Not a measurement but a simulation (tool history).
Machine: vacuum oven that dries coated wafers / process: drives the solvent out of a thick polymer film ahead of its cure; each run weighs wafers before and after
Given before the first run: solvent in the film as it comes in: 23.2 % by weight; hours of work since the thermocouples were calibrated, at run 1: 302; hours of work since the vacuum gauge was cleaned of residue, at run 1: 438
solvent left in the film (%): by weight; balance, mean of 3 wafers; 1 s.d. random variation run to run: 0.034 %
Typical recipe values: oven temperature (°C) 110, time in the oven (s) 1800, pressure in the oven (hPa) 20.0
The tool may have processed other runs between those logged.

| run | hour | oven temperature (°C) | time in the oven (s) | pressure in the oven (hPa) | hours of work since the thermocouples were calibrated | hours of work since the vacuum gauge was cleaned of residue | solvent left in the film (%) |
|---|---|---|---|---|---|---|---|
| 1 | 0.0 | 110 | 1800 | 20.0 | 302 | 438 | 1.72 |
| 2 | 13.9 | 110 | 1800 | 20.0 | 310 | 446 | 1.68 |
| 3 | 38.9 | 110 | 1800 | 20.0 | 325 | 461 | 1.71 |
| 4 | 64.1 | 110 | 1800 | 20.0 | 340 | 475 | 1.64 |
| 5 | 87.1 | 110 | 1800 | 20.0 | 353 | 489 | 1.64 |
| 6 | 105.0 | 110 | 1800 | 20.0 | 364 | 499 | 1.63 |
| 7 | 125.7 | 110 | 2280 | 20.0 | 376 | 512 | 1.12 |
| 8 | 149.1 | 110 | 2280 | 13.9 | 390 | 525 | 0.95 |
| 9 | 163.4 | 113 | 1800 | 20.0 | 398 | 534 | 1.16 |
| 10 | 191.7 | 110 | 1800 | 20.0 | 415 | 550 | 1.69 |
| 11 | 214.9 | 110 | 1800 | 20.0 | 428 | 564 | 1.64 |
| 12 | 232.6 | 110 | 1800 | 20.0 | 439 | 574 | 1.60 |
| 13 | 256.0 | 110 | 1800 | 20.0 | 452 | 588 | 1.65 |
| 14 | 272.2 | 110 | 1800 | 69.9 | 462 | 597 | 2.93 |
| 15 | 301.1 | 110 | 2460 | 20.0 | 479 | 614 | 0.99 |
| 16 | 327.4 | 104 | 3060 | 15.3 | 494 | 630 | 1.25 |
| 17 | 341.4 | 115 | 1020 | 15.3 | 502 | 638 | 2.55 |
| 18 | 368.5 | 110 | 3060 | 20.0 | 518 | 654 | 0.70 |
| 19 | 395.3 | 104 | 3060 | 20.0 | 534 | 670 | 1.40 |
| 20 | 416.9 | 104 | 3060 | 20.0 | 547 | 682 | 1.33 |
| 21 | 433.9 | 103 | 1380 | 44.7 | 557 | 692 | 5.74 |
| 22 | 450.9 | 103 | 1380 | 44.7 | 566 | 702 | 5.68 |
| 23 | 464.3 | 110 | 2340 | 66.7 | 574 | 710 | 2.24 |
| 24 | 485.6 | 103 | 2820 | 14.2 | 587 | 722 | 1.50 |
| 25 | 498.3 | 103 | 2820 | 14.2 | 594 | 730 | 1.45 |
| 26 | 520.0 | 103 | 2820 | 14.2 | 607 | 743 | 1.50 |

Here are 3 independent what-if runs from the current tool condition. What would each one return?
| A | 535.7 | 103 | 1680 | 11.7 | 616 | 752 | ? |
| B | 535.7 | 103 | 2820 | 55.2 | 616 | 752 | ? |
| C | 535.7 | 118 | 1740 | 20.0 | 616 | 752 | ? |

| run | solvent left in the film (%) |
|---|---|
| A | 3.67 |
| B | 2.86 |
| C | 0.70 |
Had the tool no hidden state, the same runs would have come out as:
| run | solvent left in the film (%) |
|---|---|
| A | 3.73 |
| B | 2.86 |
| C | 0.67 |
